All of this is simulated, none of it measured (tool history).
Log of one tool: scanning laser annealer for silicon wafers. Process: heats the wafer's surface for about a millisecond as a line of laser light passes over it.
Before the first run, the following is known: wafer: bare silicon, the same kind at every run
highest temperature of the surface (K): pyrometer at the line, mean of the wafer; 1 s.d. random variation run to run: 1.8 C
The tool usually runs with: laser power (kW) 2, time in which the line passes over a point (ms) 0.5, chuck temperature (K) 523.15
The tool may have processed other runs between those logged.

| run | day | laser power (kW) | time in which the line passes over a point (ms) | chuck temperature (K) | highest temperature of the surface (K) |
|---|---|---|---|---|---|
| 1 | 0 | 2 | 0.5 | 523.15 | 1234.15 |
|  | 0.825 | window over the wafer cleaned |
| 2 | 1.612 | 2 | 0.5 | 523.15 | 1262.15 |
| 3 | 3.733 | 2 | 0.5 | 506.15 | 1243.15 |
| 4 | 6.375 | 2 | 0.372 | 523.15 | 1160.15 |
| 5 | 8.242 | 2 | 0.372 | 523.15 | 1157.15 |
| 6 | 9.488 | 2 | 0.464 | 523.15 | 1224.15 |
| 7 | 11.979 | 2 | 0.464 | 523.15 | 1220.15 |
| 8 | 14.658 | 2 | 0.464 | 523.15 | 1217.15 |
| 9 | 16.288 | 2 | 0.464 | 523.15 | 1215.15 |
| 10 | 18.633 | 2 | 0.464 | 523.15 | 1212.15 |
| 11 | 20.588 | 2 | 0.619 | 523.15 | 1307.15 |
| 12 | 22.004 | 2 | 0.619 | 523.15 | 1303.15 |
|  | 22.862 | window over the wafer cleaned |
| 13 | 23.992 | 2 | 0.5 | 508.15 | 1243.15 |
| 14 | 25.146 | 2 | 0.5 | 508.15 | 1241.15 |
| 15 | 27.138 | 2 | 0.5 | 487.15 | 1215.15 |
| 16 | 28.504 | 2 | 0.596 | 487.15 | 1273.15 |
| 17 | 30.3 | 2 | 0.596 | 487.15 | 1275.15 |
| 18 | 31.588 | 2 | 0.5 | 509.15 | 1233.15 |
| 19 | 33.038 | 2 | 0.5 | 523.15 | 1241.15 |
| 20 | 34.904 | 2 | 0.5 | 533.15 | 1252.15 |
| 21 | 37.442 | 2 | 0.5 | 533.15 | 1249.15 |
| 22 | 40.175 | 2 | 0.5 | 533.15 | 1242.15 |
| 23 | 42.658 | 2 | 0.5 | 558.15 | 1263.15 |
| 24 | 44.329 | 2 | 0.5 | 558.15 | 1264.15 |
|  | 44.958 | window over the wafer cleaned |
| 25 | 47 | 1.859 | 0.595 | 513.15 | 1243.15 |
| 26 | 49.704 | 1.859 | 0.595 | 513.15 | 1244.15 |
| 27 | 51 | 2 | 0.5 | 505.15 | 1228.15 |
| 28 | 53.462 | 2.148 | 0.5 | 493.15 | 1271.15 |
| 29 | 54.892 | 1.753 | 0.5 | 561.15 | 1186.15 |
| 30 | 57.417 | 1.753 | 0.439 | 561.15 | 1148.15 |
| 31 | 59.779 | 1.983 | 0.605 | 523.15 | 1294.15 |
| 32 | 61.371 | 1.983 | 0.605 | 523.15 | 1291.15 |
| 33 | 62.988 | 1.983 | 0.605 | 523.15 | 1285.15 |
| 34 | 64.271 | 1.983 | 0.605 | 523.15 | 1287.15 |
| 35 | 66.646 | 1.738 | 0.572 | 523.15 | 1168.15 |
|  | 66.954 | window over the wafer cleaned |
| 36 | 68.429 | 2 | 0.5 | 489.15 | 1220.15 |
| 37 | 70.688 | 2 | 0.5 | 489.15 | 1216.15 |
| 38 | 71.992 | 2.152 | 0.43 | 556.15 | 1286.15 |
| 39 | 73.871 | 2.152 | 0.43 | 556.15 | 1281.15 |
| 40 | 75.829 | 2.152 | 0.43 | 556.15 | 1279.15 |
| 41 | 78.308 | 2.157 | 0.517 | 523.15 | 1309.15 |
| 42 | 80.971 | 2.157 | 0.517 | 523.15 | 1304.15 |

Consider 3 possible next runs. They are alternatives, not a sequence: every one starts from the tool as it was left by run 42. What does each give?
| A | 82.304 | 1.848 | 0.369 | 523.15 | ? |
| B | 82.304 | 2.122 | 0.517 | 523.15 | ? |
| C | 82.304 | 2 | 0.5 | 528.15 | ? |

| run | highest temperature of the surface (K) |
|---|---|
| A | 1093.15 |
| B | 1289.15 |
| C | 1239.15 |
Had the tool no hidden state, the same runs would have come out as:
| run | highest temperature of the surface (K) |
|---|---|
| A | 1122.15 |
| B | 1327.15 |
| C | 1275.15 |
